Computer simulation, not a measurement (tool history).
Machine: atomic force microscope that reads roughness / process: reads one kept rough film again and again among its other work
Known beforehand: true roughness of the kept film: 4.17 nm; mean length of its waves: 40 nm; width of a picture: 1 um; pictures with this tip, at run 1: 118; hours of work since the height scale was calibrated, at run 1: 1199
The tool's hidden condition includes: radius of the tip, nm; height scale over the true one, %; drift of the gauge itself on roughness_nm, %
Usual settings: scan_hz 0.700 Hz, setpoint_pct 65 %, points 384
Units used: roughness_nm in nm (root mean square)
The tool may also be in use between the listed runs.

run	day	scan_hz	setpoint_pct	points	pictures with this tip	hours of work since the height scale was calibrated	roughness_nm
1	0.000	0.700	65	384	118	1199	3.637
2	2.592	0.700	65	384	253	1243	3.516
# day 3.762: new tip fitted
3	4.671	0.700	65	384	47	1277	3.707
4	6.317	0.700	65	384	133	1305	3.602
5	8.912	0.700	65	384	269	1348	3.493
# day 9.821: new tip fitted
6	12.246	0.700	65	384	126	1404	3.641
7	14.588	0.700	65	384	249	1443	3.512
# day 15.771: new tip fitted
8	16.054	0.700	65	384	15	1467	3.748
# day 17.708: height scale calibrated on a step standard
9	18.596	0.700	65	384	145	15	3.640
10	20.446	0.700	65	384	242	46	3.574
# day 21.838: new tip fitted
11	22.604	0.700	65	384	40	82	3.781
12	25.608	0.724	65	384	197	132	3.613
# day 27.921: new tip fitted
13	28.062	0.724	65	384	7	173	3.798
14	31.225	1.680	65	384	172	226	3.455
15	33.700	1.680	65	384	301	268	3.344
# day 34.008: new tip fitted
16	35.829	0.700	65	893	95	303	3.738
17	37.325	0.700	65	437	173	328	3.644
# day 40.129: new tip fitted
18	40.392	0.700	65	665	13	379	3.769
19	43.496	0.700	65	384	175	431	3.635
# day 46.304: new tip fitted
20	46.304	0.700	65	384	0	478	3.755
21	49.508	0.614	81	884	167	532	3.491
22	51.617	0.614	63	660	277	567	3.520
# day 52.242: new tip fitted
23	53.404	0.783	65	386	60	597	3.705
24	56.750	1.096	65	366	235	653	3.501
# day 58.192: new tip fitted
25	58.562	0.690	86	833	19	683	3.580
26	60.638	3.456	74	524	128	718	2.922
27	62.142	3.456	74	524	206	743	2.867
# day 64.346: new tip fitted
28	64.750	3.456	74	524	21	786	3.024
29	66.692	3.456	74	524	122	819	2.931
30	70.029	2.233	66	278	296	875	3.221
# day 70.329: new tip fitted
31	72.308	2.233	67	369	103	913	3.380
32	74.688	2.233	67	836	227	953	3.280
# day 76.442: new tip fitted
33	76.496	1.990	83	836	3	983	3.103
34	78.742	1.338	57	930	120	1020	3.654
35	80.783	1.338	57	930	226	1055	3.527
# day 82.521: new tip fitted
36	83.221	1.999	57	830	37	1095	3.705
37	85.125	1.448	79	384	136	1127	3.254
38	88.138	0.700	77	692	293	1178	3.387
# day 88.546: new tip fitted
39	90.362	1.132	77	692	95	1215	3.413

Consider 3 possible next runs. They are alternatives, not a sequence: every one starts from the tool as it was left by run 39. What does each give?
A	92.288	0.603	66	301	195	1247	?
B	92.288	1.132	86	897	195	1247	?
C	92.288	0.567	70	1007	195	1247	?

run	roughness_nm
A	3.585
B	3.156
C	3.567
Without the tool's hidden state the same runs would have given:
run	roughness_nm
A	3.828
B	3.370
C	3.809

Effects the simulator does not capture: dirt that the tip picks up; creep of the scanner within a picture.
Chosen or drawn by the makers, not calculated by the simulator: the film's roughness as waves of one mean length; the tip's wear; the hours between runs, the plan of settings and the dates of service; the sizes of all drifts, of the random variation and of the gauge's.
